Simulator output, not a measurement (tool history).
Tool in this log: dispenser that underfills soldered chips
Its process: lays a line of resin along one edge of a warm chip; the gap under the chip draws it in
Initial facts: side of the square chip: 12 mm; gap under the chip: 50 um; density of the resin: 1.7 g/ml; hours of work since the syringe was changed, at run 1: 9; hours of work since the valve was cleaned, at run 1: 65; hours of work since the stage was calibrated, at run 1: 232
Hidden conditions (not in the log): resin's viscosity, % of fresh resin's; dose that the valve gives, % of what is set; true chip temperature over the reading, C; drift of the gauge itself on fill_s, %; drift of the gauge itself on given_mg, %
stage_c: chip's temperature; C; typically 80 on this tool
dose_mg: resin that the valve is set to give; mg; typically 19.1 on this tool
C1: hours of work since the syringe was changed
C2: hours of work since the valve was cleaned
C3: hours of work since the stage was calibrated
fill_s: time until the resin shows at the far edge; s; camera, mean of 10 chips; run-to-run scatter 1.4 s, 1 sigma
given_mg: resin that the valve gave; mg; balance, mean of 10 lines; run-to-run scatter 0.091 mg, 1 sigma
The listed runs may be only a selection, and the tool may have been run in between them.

{"run": 1, "hour": 0.0, "stage_c": 80, "dose_mg": 19.1, "C1": 9, "C2": 65, "C3": 232, "fill_s": 265.7, "given_mg": 18.63}
{"hour": 1.7, "done": "new syringe of resin"}
{"run": 2, "hour": 7.3, "stage_c": 80, "dose_mg": 19.1, "C1": 3, "C2": 69, "C3": 236, "fill_s": 170.1, "given_mg": 18.49}
{"run": 3, "hour": 17.3, "stage_c": 80, "dose_mg": 19.1, "C1": 9, "C2": 75, "C3": 242, "fill_s": 269.5, "given_mg": 18.33}
{"hour": 19.5, "done": "new syringe of resin"}
{"run": 4, "hour": 26.3, "stage_c": 80, "dose_mg": 19.1, "C1": 4, "C2": 80, "C3": 247, "fill_s": 187.5, "given_mg": 18.4}
{"run": 5, "hour": 31.7, "stage_c": 80, "dose_mg": 19.1, "C1": 7, "C2": 84, "C3": 251, "fill_s": 239.1, "given_mg": 18.16}
{"hour": 36.5, "done": "new syringe of resin"}
{"run": 6, "hour": 36.5, "stage_c": 80, "dose_mg": 19.1, "C1": 0, "C2": 86, "C3": 253, "fill_s": 134.9, "given_mg": 18.36}
{"run": 7, "hour": 44.1, "stage_c": 80, "dose_mg": 17.2, "C1": 5, "C2": 91, "C3": 258, "fill_s": 198.8, "given_mg": 16.41}
{"run": 8, "hour": 49.9, "stage_c": 75, "dose_mg": 17.2, "C1": 8, "C2": 94, "C3": 261, "fill_s": 301, "given_mg": 16.39}
{"hour": 53.7, "done": "new syringe of resin"}
{"run": 9, "hour": 58.8, "stage_c": 75, "dose_mg": 17.2, "C1": 3, "C2": 100, "C3": 266, "fill_s": 203.3, "given_mg": 16.47}
{"run": 10, "hour": 65.5, "stage_c": 75, "dose_mg": 17.2, "C1": 7, "C2": 104, "C3": 271, "fill_s": 280, "given_mg": 16.33}
{"hour": 71.3, "done": "new syringe of resin"}
{"run": 11, "hour": 75.1, "stage_c": 67, "dose_mg": 19.1, "C1": 2, "C2": 109, "C3": 276, "fill_s": 249.6, "given_mg": 17.84}
{"run": 12, "hour": 81.8, "stage_c": 67, "dose_mg": 19.1, "C1": 6, "C2": 113, "C3": 280, "fill_s": 334, "given_mg": 18.08}
{"hour": 89.0, "done": "new syringe of resin"}
{"run": 13, "hour": 89.4, "stage_c": 67, "dose_mg": 19.1, "C1": 0, "C2": 118, "C3": 285, "fill_s": 214.2, "given_mg": 17.94}
{"run": 14, "hour": 97.0, "stage_c": 72, "dose_mg": 19.1, "C1": 5, "C2": 122, "C3": 289, "fill_s": 250.1, "given_mg": 17.91}
{"hour": 106.1, "done": "new syringe of resin"}
{"run": 15, "hour": 106.1, "stage_c": 68, "dose_mg": 17.6, "C1": 0, "C2": 127, "C3": 294, "fill_s": 204.7, "given_mg": 16.54}
{"run": 16, "hour": 114.6, "stage_c": 71, "dose_mg": 19.1, "C1": 5, "C2": 133, "C3": 300, "fill_s": 263.8, "given_mg": 17.93}
{"hour": 123.2, "done": "new syringe of resin"}
{"run": 17, "hour": 123.8, "stage_c": 71, "dose_mg": 19.1, "C1": 0, "C2": 138, "C3": 305, "fill_s": 189.1, "given_mg": 17.7}
{"hour": 126.5, "done": "dispensing valve cleaned and set on the balance"}
{"run": 18, "hour": 132.6, "stage_c": 84, "dose_mg": 23.1, "C1": 5, "C2": 4, "C3": 310, "fill_s": 172.4, "given_mg": 23.18}
{"run": 19, "hour": 139.6, "stage_c": 67, "dose_mg": 20.6, "C1": 9, "C2": 8, "C3": 314, "fill_s": 416.8, "given_mg": 20.46}
{"hour": 141.4, "done": "new syringe of resin"}
{"run": 20, "hour": 148.9, "stage_c": 93, "dose_mg": 20.6, "C1": 5, "C2": 13, "C3": 319, "fill_s": 126, "given_mg": 20.36}
{"run": 21, "hour": 155.6, "stage_c": 66, "dose_mg": 19.3, "C1": 9, "C2": 17, "C3": 323, "fill_s": 407.3, "given_mg": 19.09}
{"hour": 158.6, "done": "new syringe of resin"}
{"run": 22, "hour": 162.6, "stage_c": 80, "dose_mg": 21.5, "C1": 2, "C2": 21, "C3": 327, "fill_s": 158.3, "given_mg": 21.21}
{"run": 23, "hour": 172.5, "stage_c": 67, "dose_mg": 22.5, "C1": 8, "C2": 27, "C3": 333, "fill_s": 382.8, "given_mg": 22.21}
{"hour": 175.9, "done": "new syringe of resin"}
{"run": 24, "hour": 181.8, "stage_c": 67, "dose_mg": 22.5, "C1": 4, "C2": 33, "C3": 339, "fill_s": 259.7, "given_mg": 22.15}
{"run": 25, "hour": 187.6, "stage_c": 66, "dose_mg": 18.9, "C1": 7, "C2": 36, "C3": 342, "fill_s": 364.4, "given_mg": 18.53}
{"hour": 193.1, "done": "new syringe of resin"}
{"run": 26, "hour": 196.4, "stage_c": 79, "dose_mg": 18, "C1": 2, "C2": 41, "C3": 347, "fill_s": 166.5, "given_mg": 17.71}
{"run": 27, "hour": 206.5, "stage_c": 80, "dose_mg": 17.3, "C1": 8, "C2": 47, "C3": 353, "fill_s": 256.7, "given_mg": 16.89}
{"hour": 210.8, "done": "new syringe of resin"}
{"run": 28, "hour": 211.1, "stage_c": 72, "dose_mg": 22.6, "C1": 0, "C2": 50, "C3": 356, "fill_s": 176.9, "given_mg": 22.01}

Below are 5 alternative next runs, each starting from the tool's condition after run 28. Predict each:
{"run": "A", "hour": 219.1, "stage_c": 67, "dose_mg": 16.3, "C1": 5, "C2": 55, "C3": 361, "fill_s": "?", "given_mg": "?"}
{"run": "B", "hour": 219.1, "stage_c": 66, "dose_mg": 16.7, "C1": 5, "C2": 55, "C3": 361, "fill_s": "?", "given_mg": "?"}
{"run": "C", "hour": 219.1, "stage_c": 71, "dose_mg": 18.4, "C1": 5, "C2": 55, "C3": 361, "fill_s": "?", "given_mg": "?"}
{"run": "D", "hour": 219.1, "stage_c": 94, "dose_mg": 23.7, "C1": 5, "C2": 55, "C3": 361, "fill_s": "?", "given_mg": "?"}
{"run": "E", "hour": 219.1, "stage_c": 67, "dose_mg": 19.6, "C1": 5, "C2": 55, "C3": 361, "fill_s": "?", "given_mg": "?"}

run=A fill_s=313.2 given_mg=15.82
run=B fill_s=321 given_mg=16.24
run=C fill_s=266.5 given_mg=17.86
run=D fill_s=131.5 given_mg=23.29
run=E fill_s=306.1 given_mg=19.12
Stripped of hidden state, with their random variation kept, the same runs would have yielded:
run=A fill_s=204.1 given_mg=16.25
run=B fill_s=209.1 given_mg=16.69
run=C fill_s=174.3 given_mg=18.35
run=D fill_s=86.5 given_mg=23.92
run=E fill_s=200.4 given_mg=19.64

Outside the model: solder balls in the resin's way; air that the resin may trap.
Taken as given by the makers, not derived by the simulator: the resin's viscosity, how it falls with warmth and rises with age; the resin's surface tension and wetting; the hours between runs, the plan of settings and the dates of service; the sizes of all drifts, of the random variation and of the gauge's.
